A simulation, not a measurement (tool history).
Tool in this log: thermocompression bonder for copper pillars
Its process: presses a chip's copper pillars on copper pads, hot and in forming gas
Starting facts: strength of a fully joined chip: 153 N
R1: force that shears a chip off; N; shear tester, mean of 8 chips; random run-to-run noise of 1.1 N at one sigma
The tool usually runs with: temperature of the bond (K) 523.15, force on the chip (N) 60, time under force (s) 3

run 1 hour=0 | temperature_of_the_bond_(K)=523.15 force_on_the_chip_(N)=60 time_under_force_(s)=3 | R1=98.2
run 2 hour=28.1 | temperature_of_the_bond_(K)=523.15 force_on_the_chip_(N)=60 time_under_force_(s)=3 | R1=98.3
-- hour=44.9 forming gas filter changed
run 3 hour=61.9 | temperature_of_the_bond_(K)=523.15 force_on_the_chip_(N)=60 time_under_force_(s)=3 | R1=99.2
run 4 hour=109.7 | temperature_of_the_bond_(K)=523.15 force_on_the_chip_(N)=60 time_under_force_(s)=3 | R1=100.5
run 5 hour=141.3 | temperature_of_the_bond_(K)=523.15 force_on_the_chip_(N)=60 time_under_force_(s)=3 | R1=98.2
run 6 hour=192.1 | temperature_of_the_bond_(K)=523.15 force_on_the_chip_(N)=60 time_under_force_(s)=3 | R1=98.2
run 7 hour=244.8 | temperature_of_the_bond_(K)=523.15 force_on_the_chip_(N)=60 time_under_force_(s)=3 | R1=99.2
run 8 hour=271.8 | temperature_of_the_bond_(K)=523.15 force_on_the_chip_(N)=48 time_under_force_(s)=3 | R1=91.4
run 9 hour=301.4 | temperature_of_the_bond_(K)=523.15 force_on_the_chip_(N)=78 time_under_force_(s)=2 | R1=95.9
run 10 hour=330.3 | temperature_of_the_bond_(K)=508.15 force_on_the_chip_(N)=60 time_under_force_(s)=2 | R1=71.1
run 11 hour=363.1 | temperature_of_the_bond_(K)=523.15 force_on_the_chip_(N)=50 time_under_force_(s)=3 | R1=92
run 12 hour=393.5 | temperature_of_the_bond_(K)=523.15 force_on_the_chip_(N)=60 time_under_force_(s)=2 | R1=87

Below are 3 alternative next runs, each starting from the tool's condition after run 12. Predict each:
run A hour=421.8 | temperature_of_the_bond_(K)=510.15 force_on_the_chip_(N)=46 time_under_force_(s)=3 | R1=?
run B hour=421.8 | temperature_of_the_bond_(K)=526.15 force_on_the_chip_(N)=60 time_under_force_(s)=3 | R1=?
run C hour=421.8 | temperature_of_the_bond_(K)=523.15 force_on_the_chip_(N)=60 time_under_force_(s)=3 | R1=?

run=A R1=75.9
run=B R1=102.1
run=C R1=98.5
Without the tool's unlogged condition, the same runs would have read:
run=A R1=76.3
run=B R1=102.7
run=C R1=99.1
